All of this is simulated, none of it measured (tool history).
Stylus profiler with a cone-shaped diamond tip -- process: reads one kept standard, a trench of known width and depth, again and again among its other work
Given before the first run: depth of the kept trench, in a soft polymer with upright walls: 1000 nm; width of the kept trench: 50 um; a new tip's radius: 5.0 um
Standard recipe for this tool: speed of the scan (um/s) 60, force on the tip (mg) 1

run	hour	speed of the scan (um/s)	force on the tip (mg)	depth of the trench (Å)	width of the trench's floor (nm)
1	0	60	1	10043.5	43470
2	70.9	60	1	10037.3	43500
3	144.8	109	1	10040.9	43130
4	189.6	40	1	10040.8	43690
5	242.7	76	1	10037.6	43360
6	287.8	76	1	10039.9	43350
7	335.1	76	1	10040.7	43390
8	374.2	60	1	10038.4	43470
9	446.4	60	1	10037.7	43440
10	498.9	60	1	10036.2	43500
11	567.7	60	1	10040.1	43430
12	637.5	60	1	10039.2	43460
13	699.2	60	0.87	10039.6	43500
14	751.5	60	1	10037.4	43490
15	827	60	1	10039.3	43500
16	876	60	1	10039.4	43480
17	938.9	60	0.97	10040	43460
18	1010	60	0.97	10039.7	43450
19	1076.8	38	0.97	10038.1	43670
20	1129.9	38	0.97	10038.7	43690
21	1202.6	60	1	10039.7	43460
22	1244	60	1	10037.8	43460
23	1284	60	1	10040	43470
24	1352.1	60	1	10037.7	43450
25	1387.3	38	0.39	10021.1	43470
26	1464.8	24	0.51	10024.3	43730
27	1510.8	117	1.91	10056.8	43270
28	1544.4	41	1.4	10051.6	43660
29	1617	91	0.39	10021	42730
30	1657.5	91	0.39	10021.8	42750
31	1728.3	96	1.24	10046.8	43260
32	1761.3	26	1.79	10059.3	43800
33	1795.9	73	0.34	10020.2	42890
34	1854.7	73	0.34	10023.6	42960
35	1887.3	50	0.76	10035.1	43470
36	1923.1	50	0.76	10033.2	43450
37	1994.4	25	0.66	10026.8	43770
38	2065.3	235	3	10079.8	42900
39	2120.8	138	0.68	10028.4	42560
40	2194.9	135	0.45	10021.9	42300
41	2227.5	23	1	10041.7	43780
42	2277.3	23	1	10038.1	43820
43	2336.7	45	1.66	10055.7	43700
44	2375.8	45	1.66	10052.5	43760
45	2408.9	45	1.66	10055.8	43730

Removed from this log: 2 entries logged between the listed runs. Between which two listed runs does each belong, and how does the tool's hidden state at the listed run before it compare with that at the listed run after it?
Runs 19 to 20: height scale calibrated on a step standard (hour 1125.1)
  height scale over the true one, %: 0.003 -> 0
  measured result minus the result with no hidden state, width of the trench's floor (nm): -20 -> -20
Runs 36 to 37: new tip fitted, height scale calibrated (hour 1939.3)
  radius of the tip, um: 5.04 -> 5; height scale over the true one, %: 0.001 -> 0
  measured result minus the result with no hidden state, width of the trench's floor (nm): -30 -> +0
